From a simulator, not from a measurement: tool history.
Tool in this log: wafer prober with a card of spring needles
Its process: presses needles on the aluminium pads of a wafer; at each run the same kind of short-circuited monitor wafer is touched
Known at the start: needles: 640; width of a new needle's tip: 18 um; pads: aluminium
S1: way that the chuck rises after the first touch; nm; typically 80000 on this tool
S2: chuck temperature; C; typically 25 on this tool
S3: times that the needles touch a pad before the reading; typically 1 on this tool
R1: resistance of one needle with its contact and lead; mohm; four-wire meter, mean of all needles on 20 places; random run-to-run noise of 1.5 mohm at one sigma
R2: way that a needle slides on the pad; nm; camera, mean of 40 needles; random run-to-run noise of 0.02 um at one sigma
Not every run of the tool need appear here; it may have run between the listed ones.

run 1 hour=0 | S1=80000 S2=25 S3=1 | R1=138 R2=12330
-- hour=12.9 tips cleaned on abrasive film
run 2 hour=17.6 | S1=80000 S2=25 S3=1 | R1=156 R2=12330
-- hour=28 tips cleaned on abrasive film
-- hour=42.2 tips cleaned on abrasive film
run 3 hour=47.1 | S1=80000 S2=25 S3=2 | R1=145 R2=12340
-- hour=57.3 tips cleaned on abrasive film
run 4 hour=60.8 | S1=80000 S2=25 S3=2 | R1=149 R2=12290
-- hour=70.2 tips cleaned on abrasive film
run 5 hour=82.8 | S1=80000 S2=25 S3=2 | R1=154 R2=12280
-- hour=84.8 tips cleaned on abrasive film
-- hour=97.9 tips cleaned on abrasive film
run 6 hour=99.8 | S1=80000 S2=39 S3=1 | R1=148 R2=12330
-- hour=111.6 tips cleaned on abrasive film
run 7 hour=116.9 | S1=80000 S2=39 S3=1 | R1=164 R2=12320
-- hour=125.6 tips cleaned on abrasive film
run 8 hour=136.6 | S1=80000 S2=39 S3=1 | R1=168 R2=12240
-- hour=138.9 tips cleaned on abrasive film
-- hour=151.8 tips cleaned on abrasive film
run 9 hour=151.8 | S1=80000 S2=39 S3=1 | R1=142 R2=12240
-- hour=165.2 tips cleaned on abrasive film
-- hour=165.5 height of the first contact set anew
run 10 hour=167 | S1=80000 S2=39 S3=1 | R1=148 R2=12450
-- hour=178.5 tips cleaned on abrasive film
run 11 hour=188 | S1=93000 S2=55 S3=3 | R1=147 R2=14440
-- hour=192.4 tips cleaned on abrasive film
-- hour=207.6 tips cleaned on abrasive film
run 12 hour=211.2 | S1=93000 S2=55 S3=3 | R1=144 R2=14420
-- hour=221.2 tips cleaned on abrasive film
run 13 hour=227.4 | S1=61000 S2=78 S3=3 | R1=163 R2=9440
-- hour=234.3 tips cleaned on abrasive film
run 14 hour=243.2 | S1=61000 S2=78 S3=3 | R1=164 R2=9410
-- hour=249.4 tips cleaned on abrasive film
-- hour=264 tips cleaned on abrasive film
run 15 hour=269.3 | S1=80000 S2=67 S3=3 | R1=149 R2=12340
-- hour=277.6 tips cleaned on abrasive film
run 16 hour=286.2 | S1=80000 S2=67 S3=3 | R1=150 R2=12320
-- hour=291.6 tips cleaned on abrasive film
-- hour=306.2 tips cleaned on abrasive film
run 17 hour=310.9 | S1=61000 S2=25 S3=3 | R1=152 R2=9400
-- hour=320.9 tips cleaned on abrasive film
-- hour=334.3 tips cleaned on abrasive film
run 18 hour=334.3 | S1=61000 S2=25 S3=3 | R1=139 R2=9350
-- hour=347.7 tips cleaned on abrasive film
-- hour=360.9 tips cleaned on abrasive film
run 19 hour=361.7 | S1=80000 S2=25 S3=2 | R1=142 R2=12280

Below, some changes in R1 between adjacent runs. For each, the amount present without the hidden state too (settings, incoming material, random variation) and the amount remaining for the hidden state with gauge scatter not shared by both compared results:
What the log doesn't record here: debris on the tips, nm; way that the needles fall short of the set height, um; tips' diameter, um; drift of the gauge itself on contact_mohm, %; drift of the gauge itself on scrub_um, %.
Run 8 -> 9: tips cleaned on abrasive film, tips cleaned on abrasive film. R1 -26 mohm: hidden state -27, all else +1.
